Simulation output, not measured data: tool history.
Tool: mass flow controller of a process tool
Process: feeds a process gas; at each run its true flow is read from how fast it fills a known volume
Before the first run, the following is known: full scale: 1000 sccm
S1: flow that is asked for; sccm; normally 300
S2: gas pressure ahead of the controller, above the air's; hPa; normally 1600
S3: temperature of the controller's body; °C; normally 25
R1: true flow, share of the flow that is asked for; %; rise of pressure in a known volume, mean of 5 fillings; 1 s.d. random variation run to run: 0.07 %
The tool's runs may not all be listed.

Run 1, day 0.000: usual settings. Result: R1 98.81 %.
Run 2, day 3.279: usual settings. Result: R1 98.76 %.
Run 3, day 5.946: usual settings. Result: R1 98.65 %.
Run 4, day 12.100: usual settings. Result: R1 98.66 %.
Run 5, day 18.525: usual settings. Result: R1 98.79 %.
Run 6, day 22.083: usual settings. Result: R1 98.85 %.
Run 7, day 28.342: usual settings. Result: R1 98.73 %.
Run 8, day 31.346: usual settings. Result: R1 98.76 %.
Run 9, day 37.038: usual settings. Result: R1 98.70 %.
Run 10, day 39.788: usual settings. Result: R1 98.73 %.
Run 11, day 43.854: usual settings but S3 38 °C. Result: R1 98.45 %.
Run 12, day 50.338: usual settings but S3 38 °C. Result: R1 98.45 %.
Run 13, day 53.154: usual settings but S3 38 °C. Result: R1 98.42 %.
Run 14, day 55.829: usual settings but S3 38 °C. Result: R1 98.31 %.
Run 15, day 61.442: usual settings but S3 38 °C. Result: R1 98.45 %.
Run 16, day 66.925: usual settings. Result: R1 98.84 %.
Run 17, day 72.667: usual settings. Result: R1 98.67 %.
Run 18, day 76.225: usual settings. Result: R1 98.78 %.
Run 19, day 81.496: usual settings. Result: R1 98.72 %.
Run 20, day 86.533: usual settings. Result: R1 98.65 %.
Run 21, day 92.504: usual settings but S3 24 °C. Result: R1 98.75 %.
Run 22, day 97.829: usual settings but S3 32 °C. Result: R1 98.47 %.
Run 23, day 101.950: usual settings but S3 32 °C. Result: R1 98.55 %.
Run 24, day 105.742: usual settings but S3 32 °C. Result: R1 98.50 %.
Run 25, day 111.021: usual settings but S3 32 °C. Result: R1 98.58 %.
Run 26, day 117.296: usual settings but S1 365 sccm, S2 2170 hPa, S3 32 °C. Result: R1 98.25 %.
Run 27, day 122.579: usual settings but S2 2410 hPa. Result: R1 98.15 %.
Run 28, day 127.717: usual settings but S1 316 sccm, S2 1450 hPa, S3 30 °C. Result: R1 98.59 %.
Run 29, day 133.842: usual settings but S3 29 °C. Result: R1 98.63 %.
Run 30, day 138.379: usual settings but S1 232 sccm, S2 2000 hPa, S3 29 °C. Result: R1 98.13 %.
Run 31, day 142.529: usual settings but S1 232 sccm, S2 2000 hPa, S3 29 °C. Result: R1 98.05 %.
Run 32, day 145.846: usual settings but S1 232 sccm, S2 2000 hPa, S3 29 °C. Result: R1 98.21 %.
Run 33, day 150.683: usual settings but S1 232 sccm, S2 2000 hPa, S3 29 °C. Result: R1 98.19 %.
Run 34, day 154.162: usual settings but S1 232 sccm, S2 2000 hPa, S3 29 °C. Result: R1 98.18 %.
Run 35, day 160.658: usual settings but S3 31 °C. Result: R1 98.55 %.
Run 36, day 163.846: usual settings but S3 31 °C. Result: R1 98.59 %.
Run 37, day 170.200: usual settings but S1 260 sccm, S2 1400 hPa, S3 33 °C. Result: R1 98.53 %.
Run 38, day 174.638: usual settings but S1 159 sccm, S2 2740 hPa, S3 29 °C. Result: R1 97.41 %.
Run 39, day 179.604: usual settings but S2 1560 hPa, S3 40 °C. Result: R1 98.27 %.
Run 40, day 183.088: usual settings but S1 502 sccm, S2 1760 hPa, S3 22 °C. Result: R1 98.96 %.
Run 41, day 188.267: usual settings but S1 484 sccm, S2 1580 hPa, S3 24 °C. Result: R1 99.23 %.
Run 42, day 193.904: usual settings but S1 484 sccm, S2 1580 hPa, S3 24 °C. Result: R1 99.16 %.
Run 43, day 200.062: usual settings but S1 101 sccm, S3 22 °C. Result: R1 98.41 %.
Run 44, day 205.700: usual settings but S1 101 sccm, S3 22 °C. Result: R1 98.16 %.

Forecast run 45:
Run 45, day 210.675: usual settings but S1 158 sccm. Result: R1 ?.

Run 45 came out at R1 98.35 %.
Minus the tool's unlogged condition, the same run would have read R1 98.38 %.

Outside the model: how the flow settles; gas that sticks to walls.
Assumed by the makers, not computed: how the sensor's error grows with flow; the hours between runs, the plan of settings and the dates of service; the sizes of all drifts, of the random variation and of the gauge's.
